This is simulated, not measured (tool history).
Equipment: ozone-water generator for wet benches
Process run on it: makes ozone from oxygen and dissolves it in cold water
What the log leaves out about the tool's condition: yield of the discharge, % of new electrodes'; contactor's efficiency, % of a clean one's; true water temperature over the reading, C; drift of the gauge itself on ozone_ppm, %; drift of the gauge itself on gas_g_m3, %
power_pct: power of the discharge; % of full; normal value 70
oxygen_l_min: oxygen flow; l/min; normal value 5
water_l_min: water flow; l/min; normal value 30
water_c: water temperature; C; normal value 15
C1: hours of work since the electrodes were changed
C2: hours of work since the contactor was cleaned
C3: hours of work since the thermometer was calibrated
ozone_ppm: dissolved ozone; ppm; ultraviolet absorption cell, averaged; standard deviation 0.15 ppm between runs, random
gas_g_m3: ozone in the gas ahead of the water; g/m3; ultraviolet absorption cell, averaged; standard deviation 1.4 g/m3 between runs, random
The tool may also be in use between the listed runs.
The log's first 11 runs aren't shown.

Run 12, day 49.267: usual settings but power_pct 80 % of full; C1 5633; C2 3838; C3 4265. Result: ozone_ppm 18.6 ppm, gas_g_m3 272.2 g/m3.
Run 13, day 52.546: usual settings; C1 5692; C2 3897; C3 4324. Result: ozone_ppm 16.5 ppm, gas_g_m3 244.4 g/m3.
Run 14, day 58.533: usual settings but oxygen_l_min 2.53 l/min; C1 5800; C2 4005; C3 4431. Result: ozone_ppm 14 ppm, gas_g_m3 343.5 g/m3.
Run 15, day 61.9: usual settings but oxygen_l_min 2.53 l/min; C1 5860; C2 4066; C3 4492. Result: ozone_ppm 14 ppm, gas_g_m3 344.7 g/m3.
Run 16, day 65.038: usual settings; C1 5917; C2 4122; C3 4548. Result: ozone_ppm 16.2 ppm, gas_g_m3 242.2 g/m3.
Run 17, day 70.588: usual settings; C1 6017; C2 4222; C3 4648. Result: ozone_ppm 16.1 ppm, gas_g_m3 243 g/m3.
Run 18, day 77.117: usual settings but oxygen_l_min 7.19 l/min, water_l_min 32 l/min, water_c 8 C; C1 6134; C2 4340; C3 4766. Result: ozone_ppm 17.6 ppm, gas_g_m3 199.5 g/m3.
Run 19, day 82.4: usual settings but oxygen_l_min 6.41 l/min, water_l_min 19 l/min, water_c 13 C; C1 6229; C2 4435; C3 4861. Result: ozone_ppm 25.9 ppm, gas_g_m3 213.7 g/m3.
Run 20, day 87.742: usual settings but oxygen_l_min 4.21 l/min, water_l_min 22 l/min; C1 6325; C2 4531; C3 4957. Result: ozone_ppm 21.4 ppm, gas_g_m3 265.1 g/m3.
Run 21, day 92.462: usual settings but oxygen_l_min 4.21 l/min, water_l_min 22 l/min; C1 6410; C2 4616; C3 5042. Result: ozone_ppm 21.6 ppm, gas_g_m3 262.8 g/m3.
Run 22, day 96.158: usual settings but oxygen_l_min 4.21 l/min, water_l_min 22 l/min; C1 6477; C2 4682; C3 5108. Result: ozone_ppm 21.5 ppm, gas_g_m3 264.6 g/m3.
At day 96.638: water thermometer calibrated.
Run 23, day 100.179: usual settings but oxygen_l_min 5.72 l/min, water_l_min 37 l/min; C1 6549; C2 4754; C3 64. Result: ozone_ppm 13.4 ppm, gas_g_m3 227.1 g/m3.
Run 24, day 105.254: usual settings but power_pct 48 % of full; C1 6640; C2 4846; C3 155. Result: ozone_ppm 12 ppm, gas_g_m3 178.2 g/m3.
Run 25, day 109.912: usual settings but oxygen_l_min 5.73 l/min, water_c 22 C; C1 6724; C2 4929; C3 239. Result: ozone_ppm 15.1 ppm, gas_g_m3 226.3 g/m3.
Run 26, day 115.379: usual settings but power_pct 52 % of full, oxygen_l_min 3.82 l/min, water_l_min 25 l/min, water_c 8 C; C1 6822; C2 5028; C3 337. Result: ozone_ppm 15.5 ppm, gas_g_m3 219.4 g/m3.
Run 27, day 120.5: usual settings but power_pct 59 % of full, oxygen_l_min 3.6 l/min, water_l_min 39 l/min; C1 6914; C2 5120; C3 429. Result: ozone_ppm 9.6 ppm, gas_g_m3 249.2 g/m3.
Run 28, day 124.579: usual settings but oxygen_l_min 2.76 l/min, water_l_min 43 l/min, water_c 20 C; C1 6988; C2 5193; C3 503. Result: ozone_ppm 8.9 ppm, gas_g_m3 324.5 g/m3.
Run 29, day 130.15: usual settings but power_pct 83 % of full, oxygen_l_min 8.74 l/min, water_l_min 41 l/min, water_c 20 C; C1 7088; C2 5294; C3 603. Result: ozone_ppm 13.4 ppm, gas_g_m3 207.2 g/m3.
At day 130.646: water thermometer calibrated, once more.
Run 30, day 132.988: usual settings but power_pct 65 % of full, oxygen_l_min 2.65 l/min, water_l_min 32 l/min, water_c 20 C; C1 7139; C2 5344; C3 42. Result: ozone_ppm 11.7 ppm, gas_g_m3 314.8 g/m3.
Run 31, day 137.579: usual settings but power_pct 92 % of full, oxygen_l_min 2.65 l/min, water_l_min 32 l/min, water_c 8 C; C1 7221; C2 5427; C3 125. Result: ozone_ppm 16.6 ppm, gas_g_m3 408 g/m3.
Run 32, day 143.017: usual settings but power_pct 65 % of full, oxygen_l_min 2.65 l/min, water_l_min 32 l/min, water_c 16 C; C1 7319; C2 5525; C3 223. Result: ozone_ppm 11.9 ppm, gas_g_m3 313.1 g/m3.

Below are 4 alternative next runs, each starting from the tool's condition after run 32. Predict each:
Run A, day 148.129: usual settings but power_pct 60 % of full, oxygen_l_min 3.76 l/min, water_c 21 C; C1 7411; C2 5617; C3 315. Result: ozone_ppm ?, gas_g_m3 ?.
Run B, day 148.129: usual settings but water_l_min 43 l/min, water_c 7 C; C1 7411; C2 5617; C3 315. Result: ozone_ppm ?, gas_g_m3 ?.
Run C, day 148.129: usual settings but power_pct 65 % of full, oxygen_l_min 3.58 l/min, water_l_min 18 l/min, water_c 16 C; C1 7411; C2 5617; C3 315. Result: ozone_ppm ?, gas_g_m3 ?.
Run D, day 148.129: usual settings but power_pct 97 % of full, oxygen_l_min 2.65 l/min, water_l_min 41 l/min, water_c 23 C; C1 7411; C2 5617; C3 315. Result: ozone_ppm ?, gas_g_m3 ?.

run  ozone_ppm  gas_g_m3
  A       12.4     244.4
  B       11.4     235.9
  C       23.1     264.5
  D       11.9     426.3
With the hidden condition removed and each run's random variation left untouched, the same runs would have given:
run  ozone_ppm  gas_g_m3
  A       14.4     265.5
  B       13.5     259.3
  C       26.7     289.1
  D       14.4     480.8

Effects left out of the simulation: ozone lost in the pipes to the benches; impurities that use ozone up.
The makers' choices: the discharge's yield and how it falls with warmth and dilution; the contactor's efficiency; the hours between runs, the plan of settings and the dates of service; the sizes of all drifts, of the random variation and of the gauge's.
